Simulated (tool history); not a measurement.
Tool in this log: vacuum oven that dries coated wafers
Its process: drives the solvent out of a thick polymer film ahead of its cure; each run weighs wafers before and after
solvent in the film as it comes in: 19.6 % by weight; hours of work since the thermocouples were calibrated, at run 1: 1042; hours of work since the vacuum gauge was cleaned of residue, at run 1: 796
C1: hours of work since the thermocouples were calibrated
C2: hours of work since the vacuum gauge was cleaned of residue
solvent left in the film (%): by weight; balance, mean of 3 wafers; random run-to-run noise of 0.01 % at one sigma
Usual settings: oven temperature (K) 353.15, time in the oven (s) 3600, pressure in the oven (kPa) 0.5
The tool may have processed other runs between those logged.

{"run": 1, "day": 0.0, "oven temperature (K)": 353.15, "time in the oven (s)": 3600, "pressure in the oven (kPa)": 0.5, "C1": 1042, "C2": 796, "solvent left in the film (%)": 1.76}
{"run": 2, "day": 1.533, "oven temperature (K)": 353.15, "time in the oven (s)": 3600, "pressure in the oven (kPa)": 0.5, "C1": 1064, "C2": 818, "solvent left in the film (%)": 1.76}
{"run": 3, "day": 2.275, "oven temperature (K)": 353.15, "time in the oven (s)": 5520, "pressure in the oven (kPa)": 0.5, "C1": 1074, "C2": 828, "solvent left in the film (%)": 0.7}
{"run": 4, "day": 3.896, "oven temperature (K)": 353.15, "time in the oven (s)": 5520, "pressure in the oven (kPa)": 0.5, "C1": 1097, "C2": 851, "solvent left in the film (%)": 0.67}
{"run": 5, "day": 5.517, "oven temperature (K)": 353.15, "time in the oven (s)": 5520, "pressure in the oven (kPa)": 0.5, "C1": 1119, "C2": 873, "solvent left in the film (%)": 0.66}
{"run": 6, "day": 6.471, "oven temperature (K)": 353.15, "time in the oven (s)": 5520, "pressure in the oven (kPa)": 0.5, "C1": 1133, "C2": 887, "solvent left in the film (%)": 0.66}
{"run": 7, "day": 8.012, "oven temperature (K)": 353.15, "time in the oven (s)": 5520, "pressure in the oven (kPa)": 0.5, "C1": 1154, "C2": 908, "solvent left in the film (%)": 0.68}
{"run": 8, "day": 9.496, "oven temperature (K)": 353.15, "time in the oven (s)": 5520, "pressure in the oven (kPa)": 0.5, "C1": 1175, "C2": 929, "solvent left in the film (%)": 0.67}
{"run": 9, "day": 10.35, "oven temperature (K)": 353.15, "time in the oven (s)": 3600, "pressure in the oven (kPa)": 0.411, "C1": 1187, "C2": 941, "solvent left in the film (%)": 1.71}

Forecast run 10:
{"run": 10, "day": 11.929, "oven temperature (K)": 354.15, "time in the oven (s)": 2640, "pressure in the oven (kPa)": 0.411, "C1": 1209, "C2": 963, "solvent left in the film (%)": "?"}

solvent left in the film (%): 2.79
Were there no unlogged condition in the tool, this run, its random variation unchanged, would have produced solvent left in the film (%) 3.04.

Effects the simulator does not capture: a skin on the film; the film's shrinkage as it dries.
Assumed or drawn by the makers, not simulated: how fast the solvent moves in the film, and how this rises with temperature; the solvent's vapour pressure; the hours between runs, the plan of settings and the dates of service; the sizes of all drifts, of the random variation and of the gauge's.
